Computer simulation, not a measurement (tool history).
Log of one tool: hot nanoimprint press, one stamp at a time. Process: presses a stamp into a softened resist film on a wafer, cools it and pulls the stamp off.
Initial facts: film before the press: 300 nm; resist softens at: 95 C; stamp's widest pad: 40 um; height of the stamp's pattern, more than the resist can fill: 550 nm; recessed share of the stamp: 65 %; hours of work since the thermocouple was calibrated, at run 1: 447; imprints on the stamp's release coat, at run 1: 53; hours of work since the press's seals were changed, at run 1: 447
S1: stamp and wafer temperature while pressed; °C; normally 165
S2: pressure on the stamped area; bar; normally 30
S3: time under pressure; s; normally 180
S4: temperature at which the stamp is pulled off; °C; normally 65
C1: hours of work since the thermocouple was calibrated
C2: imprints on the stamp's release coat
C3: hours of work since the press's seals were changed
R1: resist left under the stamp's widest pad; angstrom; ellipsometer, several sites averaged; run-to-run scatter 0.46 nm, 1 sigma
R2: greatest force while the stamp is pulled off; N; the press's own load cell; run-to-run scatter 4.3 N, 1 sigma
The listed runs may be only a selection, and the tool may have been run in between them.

Run 1, day 0: usual settings; C1 447; C2 53; C3 447. Result: R1 1235 angstrom, R2 214 N.
Run 2, day 1.442: usual settings but S3 297 s; C1 473; C2 248; C3 473. Result: R1 990 angstrom, R2 198 N.
At day 3.446: press's hydraulic seals changed and the load cell set to zero.
Run 3, day 3.446: usual settings but S1 159 °C, S3 297 s; C1 503; C2 474; C3 0. Result: R1 1289 angstrom, R2 219 N.
At day 5.25: plate thermocouple calibrated.
Run 4, day 5.712: usual settings but S1 159 °C, S3 297 s; C1 8; C2 764; C3 39. Result: R1 1255 angstrom, R2 231 N.
Run 5, day 7.958: usual settings but S4 71 °C; C1 49; C2 1067; C3 79. Result: R1 1184 angstrom, R2 206 N.
Run 6, day 8.942: usual settings but S4 71 °C; C1 66; C2 1200; C3 97. Result: R1 1191 angstrom, R2 215 N.
Run 7, day 10.262: usual settings but S4 71 °C; C1 90; C2 1379; C3 120. Result: R1 1186 angstrom, R2 224 N.
Run 8, day 11.2: usual settings but S3 172 s, S4 71 °C; C1 107; C2 1506; C3 137. Result: R1 1210 angstrom, R2 227 N.
At day 12.792: stamp cleaned and given a new release coat.
Run 9, day 12.9: usual settings but S3 172 s, S4 71 °C; C1 133; C2 14; C3 163. Result: R1 1197 angstrom, R2 177 N.
At day 14.871: plate thermocouple calibrated, once more.
Run 10, day 15.067: usual settings but S3 172 s, S4 71 °C; C1 3; C2 291; C3 200. Result: R1 1308 angstrom, R2 185 N.
Run 11, day 17.171: usual settings but S3 172 s, S4 71 °C; C1 41; C2 575; C3 238. Result: R1 1302 angstrom, R2 205 N.
Run 12, day 19.304: usual settings but S3 172 s, S4 71 °C; C1 80; C2 864; C3 276. Result: R1 1291 angstrom, R2 209 N.
Run 13, day 21.317: usual settings but S3 172 s, S4 71 °C; C1 116; C2 1136; C3 313. Result: R1 1297 angstrom, R2 219 N.
Run 14, day 23.362: usual settings but S2 23.6 bar; C1 153; C2 1413; C3 349. Result: R1 1401 angstrom, R2 261 N.
At day 25.567: stamp cleaned and given a new release coat.
Run 15, day 25.662: usual settings but S1 158 °C, S3 174 s; C1 190; C2 13; C3 386. Result: R1 1702 angstrom, R2 206 N.
Run 16, day 27.792: usual settings but S1 158 °C, S2 22.1 bar, S3 167 s, S4 72 °C; C1 228; C2 301; C3 425. Result: R1 1895 angstrom, R2 191 N.
Run 17, day 29.5: usual settings but S2 45 bar, S3 219 s; C1 259; C2 531; C3 455. Result: R1 978 angstrom, R2 227 N.
Run 18, day 30.929: usual settings but S1 173 °C, S2 25.8 bar, S3 199 s, S4 53 °C; C1 284; C2 725; C3 481. Result: R1 932 angstrom, R2 307 N.
At day 32.488: press's hydraulic seals changed and the load cell set to zero.
Run 19, day 32.979: usual settings but S1 158 °C, S2 21.7 bar; C1 315; C2 957; C3 9. Result: R1 1853 angstrom, R2 246 N.
Run 20, day 34.429: usual settings but S3 159 s; C1 341; C2 1153; C3 35. Result: R1 1307 angstrom, R2 249 N.
Run 21, day 36.004: usual settings but S1 156 °C, S3 159 s; C1 370; C2 1366; C3 63. Result: R1 1859 angstrom, R2 264 N.
Run 22, day 37.521: usual settings but S1 156 °C, S3 159 s; C1 397; C2 1571; C3 91. Result: R1 1843 angstrom, R2 270 N.
At day 38.696: stamp cleaned and given a new release coat.
Run 23, day 38.696: usual settings but S1 156 °C, S3 159 s; C1 414; C2 0; C3 107. Result: R1 1854 angstrom, R2 209 N.
Run 24, day 40.867: usual settings but S1 166 °C, S2 26.1 bar, S3 192 s, S4 63 °C; C1 453; C2 294; C3 146. Result: R1 1241 angstrom, R2 222 N.
Run 25, day 42.412: usual settings but S1 166 °C, S2 26.1 bar, S3 129 s, S4 63 °C; C1 481; C2 503; C3 174. Result: R1 1439 angstrom, R2 233 N.
Run 26, day 44.554: usual settings but S1 166 °C, S2 26.1 bar, S3 129 s, S4 63 °C; C1 519; C2 792; C3 213. Result: R1 1446 angstrom, R2 240 N.

Forecast each of these 4 alternatives for the next run:
At day 45.462: plate thermocouple calibrated.
Run A, day 46.267: usual settings but S1 168 °C, S3 102 s, S4 62 °C; C1 14; C2 1007; C3 241. Result: R1 ?, R2 ?.
At day 45.462: plate thermocouple calibrated.
Run B, day 46.267: usual settings but S4 57 °C; C1 14; C2 1007; C3 241. Result: R1 ?, R2 ?.
At day 45.462: plate thermocouple calibrated.
Run C, day 46.267: usual settings but S1 172 °C, S2 26.1 bar, S3 129 s, S4 63 °C; C1 14; C2 1007; C3 241. Result: R1 ?, R2 ?.
At day 45.462: plate thermocouple calibrated.
Run D, day 46.267: usual settings but S1 166 °C, S2 34.7 bar, S3 90 s, S4 63 °C; C1 14; C2 1007; C3 241. Result: R1 ?, R2 ?.

run    R1   R2
  A  1410  265
  B  1264  290
  C  1177  264
  D  1500  270
Stripped of hidden state, with their random variation kept, the same runs would have yielded:
run    R1   R2
  A  1416  223
  B  1270  244
  C  1182  222
  D  1506  227
